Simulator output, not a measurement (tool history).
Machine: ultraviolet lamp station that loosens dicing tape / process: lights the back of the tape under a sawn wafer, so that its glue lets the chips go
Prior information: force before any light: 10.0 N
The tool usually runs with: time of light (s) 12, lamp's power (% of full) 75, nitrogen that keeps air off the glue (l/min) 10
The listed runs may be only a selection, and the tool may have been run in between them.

run,hour,time of light (s),lamp's power (% of full),nitrogen that keeps air off the glue (l/min),force that peels the tape off (N),light that reached the tape (mJ/cm²)
1,0,12,75,10,0.421,225
2,79.8,12,75,10,0.434,218
3,151.9,12,75,10,0.488,214
4,190.3,12,75,10,0.487,207
5,238.8,12,75,15,0.434,203
6,276.6,12,75,15,0.448,199
7,341.4,12,75,10,0.584,197
8,395.8,12,75,10,0.608,195
9,469.4,12,75,10,0.672,185
10,547,12,75,10,0.725,180
# hour 583.4: window cleaned of glue's vapour
11,611.2,12,75,10,1.064,146
12,687.8,12,75,10,1.154,143
13,769,15,75,10,0.78,174
14,822.1,15,75,10,0.844,165
# hour 844.1: window cleaned of glue's vapour, once more
15,912.7,12,75,10,0.561,200
16,1001.7,12,75,10,0.604,191
17,1082.4,12,65,6,1.113,163
# hour 1091.7: lamp changed
18,1153.5,12,65,6,0.596,219
19,1238.2,19,72,13,0.193,369
20,1330.4,19,72,13,0.187,358
21,1369.1,16,75,5,0.313,310
22,1456.7,14,75,15,0.277,261
# hour 1516.3: window cleaned of glue's vapour
23,1541.6,9,75,10,0.604,195
24,1624.8,9,63,10,0.921,160
25,1688.4,10,70,10,0.647,191
26,1741.5,12,70,8,0.494,222
27,1813.7,8,75,10,0.964,154
28,1894.2,11,68,10,0.692,185
29,1970.8,11,68,10,0.709,179
30,2045.6,7,75,10,1.535,124

Here are 4 independent what-if runs from the current tool condition. What would each one return?
A,2128.1,8,75,10,?,?
B,2128.1,12,88,8,?,?
C,2128.1,6,97,9,?,?
D,2128.1,10,73,10,?,?

run,force that peels the tape off (N),light that reached the tape (mJ/cm²)
A,1.291,134
B,0.435,235
C,1.393,129
D,0.861,163
What these runs would have given with no unlogged condition in the tool:
run,force that peels the tape off (N),light that reached the tape (mJ/cm²)
A,0.649,186
B,0.24,326
C,0.719,180
D,0.419,226

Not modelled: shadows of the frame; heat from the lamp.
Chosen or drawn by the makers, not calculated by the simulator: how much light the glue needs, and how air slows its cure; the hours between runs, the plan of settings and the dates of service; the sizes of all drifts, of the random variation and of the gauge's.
